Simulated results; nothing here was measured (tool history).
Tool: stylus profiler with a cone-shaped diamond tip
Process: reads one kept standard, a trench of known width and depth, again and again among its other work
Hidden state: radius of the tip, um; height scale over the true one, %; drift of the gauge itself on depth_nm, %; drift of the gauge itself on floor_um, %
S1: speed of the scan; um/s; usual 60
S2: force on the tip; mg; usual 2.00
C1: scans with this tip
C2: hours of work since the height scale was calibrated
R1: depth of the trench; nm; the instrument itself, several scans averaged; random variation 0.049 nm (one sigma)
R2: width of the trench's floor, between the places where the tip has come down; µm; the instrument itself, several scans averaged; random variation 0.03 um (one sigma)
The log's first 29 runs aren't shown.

{"run": 30, "day": 23.917, "S1": 171, "S2": 4.88, "C1": 2618, "C2": 593, "R1": 204.66, "R2": 17.56}
{"run": 31, "day": 24.908, "S1": 171, "S2": 4.88, "C1": 2695, "C2": 611, "R1": 204.64, "R2": 17.53}
{"run": 32, "day": 25.512, "S1": 30, "S2": 4.66, "C1": 2743, "C2": 621, "R1": 204.55, "R2": 17.95}
{"run": 33, "day": 26.175, "S1": 30, "S2": 4.66, "C1": 2795, "C2": 633, "R1": 204.56, "R2": 18.02}
{"run": 34, "day": 27.212, "S1": 206, "S2": 2.87, "C1": 2876, "C2": 652, "R1": 203.24, "R2": 17.31}
{"run": 35, "day": 28.242, "S1": 44, "S2": 2.78, "C1": 2957, "C2": 670, "R1": 203.22, "R2": 17.84}
{"run": 36, "day": 29.196, "S1": 196, "S2": 0.89, "C1": 3031, "C2": 687, "R1": 201.42, "R2": 16.63}
{"run": 37, "day": 30.138, "S1": 196, "S2": 0.89, "C1": 3105, "C2": 703, "R1": 201.45, "R2": 16.7}
{"run": 38, "day": 30.867, "S1": 40, "S2": 4.9, "C1": 3162, "C2": 716, "R1": 204.68, "R2": 17.9}
{"run": 39, "day": 31.633, "S1": 60, "S2": 2.06, "C1": 3223, "C2": 730, "R1": 202.6, "R2": 17.75}
{"run": 40, "day": 32.85, "S1": 60, "S2": 2.06, "C1": 3318, "C2": 752, "R1": 202.62, "R2": 17.76}
{"run": 41, "day": 33.375, "S1": 184, "S2": 0.93, "C1": 3359, "C2": 761, "R1": 201.53, "R2": 16.74}
{"run": 42, "day": 34.096, "S1": 154, "S2": 1.39, "C1": 3416, "C2": 774, "R1": 202.0, "R2": 17.19}
{"run": 43, "day": 34.908, "S1": 100, "S2": 0.81, "C1": 3479, "C2": 788, "R1": 201.42, "R2": 17.3}
{"run": 44, "day": 35.662, "S1": 35, "S2": 2.43, "C1": 3538, "C2": 802, "R1": 203.05, "R2": 17.86}
{"run": 45, "day": 36.504, "S1": 143, "S2": 4.75, "C1": 3605, "C2": 817, "R1": 204.57, "R2": 17.69}
{"run": 46, "day": 37.071, "S1": 29, "S2": 2.0, "C1": 3649, "C2": 827, "R1": 202.58, "R2": 17.94}
{"run": 47, "day": 37.638, "S1": 29, "S2": 2.0, "C1": 3693, "C2": 837, "R1": 202.57, "R2": 17.89}
{"run": 48, "day": 38.442, "S1": 34, "S2": 4.27, "C1": 3756, "C2": 851, "R1": 204.31, "R2": 17.91}

3 ways to go on from here, each from the tool as it stands after run 48. What would each give?
{"run": "A", "day": 39.292, "S1": 34, "S2": 1.04, "C1": 3823, "C2": 866, "R1": "?", "R2": "?"}
{"run": "B", "day": 39.292, "S1": 24, "S2": 4.27, "C1": 3823, "C2": 866, "R1": "?", "R2": "?"}
{"run": "C", "day": 39.292, "S1": 73, "S2": 1.4, "C1": 3823, "C2": 866, "R1": "?", "R2": "?"}

run=A R1=201.71 R2=17.84
run=B R1=204.22 R2=18.01
run=C R1=202.02 R2=17.62
Without the tool's hidden state the same runs would have given:
run=A R1=201.69 R2=17.84
run=B R1=204.21 R2=18.02
run=C R1=202.00 R2=17.62
